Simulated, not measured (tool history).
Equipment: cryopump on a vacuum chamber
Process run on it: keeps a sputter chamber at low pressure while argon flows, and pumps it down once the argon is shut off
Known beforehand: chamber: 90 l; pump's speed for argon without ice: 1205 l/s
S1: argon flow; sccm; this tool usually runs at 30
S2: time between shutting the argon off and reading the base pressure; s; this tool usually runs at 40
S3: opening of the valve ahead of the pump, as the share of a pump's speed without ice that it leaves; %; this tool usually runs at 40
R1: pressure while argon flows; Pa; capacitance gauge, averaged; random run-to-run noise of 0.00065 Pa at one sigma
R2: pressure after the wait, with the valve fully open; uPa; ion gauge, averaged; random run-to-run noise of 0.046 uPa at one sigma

run,hour,S1,S2,S3,R1,R2
1,0.0,30,40,40,0.1074,4.21
2,26.1,30,40,40,0.1067,4.22
3,39.1,30,40,40,0.1085,4.40
4,56.6,30,40,55,0.0787,4.33
5,75.4,30,40,55,0.0795,4.31
6,101.9,30,40,55,0.0807,4.36
7,113.6,30,40,55,0.0810,4.47
8,140.1,30,40,40,0.1085,4.39
9,160.1,30,40,40,0.1093,4.42
10,183.6,30,40,23,0.1870,4.48
11,200.7,30,40,23,0.1876,4.44
12,220.1,30,40,23,0.1879,4.48
13,240.4,30,40,23,0.1886,4.57
14,269.4,32,40,40,0.1166,4.72
15,282.1,32,40,40,0.1176,4.52
16,307.3,32,40,40,0.1174,4.71
17,331.1,34,40,40,0.1251,4.63
18,360.2,34,40,40,0.1263,4.72
19,385.1,40,98,44,0.1355,3.26
20,410.1,18,40,34,0.0783,4.81
21,434.3,16,213,44,0.0554,2.70
22,449.0,16,213,44,0.0542,2.71
23,465.1,16,213,44,0.0541,2.78
24,480.7,24,44,55,0.0668,4.68
25,497.1,21,44,43,0.0745,4.68
26,522.9,21,44,43,0.0737,4.64
27,538.3,21,44,43,0.0737,4.76
28,552.6,21,135,53,0.0610,3.23
29,566.9,21,135,53,0.0612,3.24
30,596.0,25,21,22,0.1660,7.34
31,617.1,30,98,16,0.2733,3.64
32,640.5,35,106,25,0.2067,3.64
33,668.6,13,40,24,0.0793,5.18
34,681.2,30,40,49,0.0946,5.19
35,703.3,49,192,34,0.2157,3.29

Hidden state or all else? Some run-to-run changes of R1, split into what the settings, what came in and random variation would give without the hidden state, and what is left for the hidden state (with any gauge scatter that isn't in both results):
What the log doesn't record here: pump's speed, % of a pump's without ice; cold plate's temperature, K; leak into the chamber, uPa l/s; drift of the gauge itself on working_pa, %; drift of the gauge itself on base_upa, %.
Run 30 -> 31: S1 25 -> 30, S2 21 -> 98, S3 22 -> 16. R1 +0.1073 Pa: hidden state +0.0017, all else +0.1056.
Run 32 -> 33: S1 35 -> 13, S2 106 -> 40, S3 25 -> 24. R1 -0.1274 Pa: hidden state -0.0062, all else -0.1212.
Run 33 -> 34: S1 13 -> 30, S3 24 -> 49. R1 +0.0153 Pa: hidden state +0.0053, all else +0.0100.
Run 34 -> 35: S1 30 -> 49, S2 40 -> 192, S3 49 -> 34. R1 +0.1211 Pa: hidden state +0.0062, all else +0.1149.
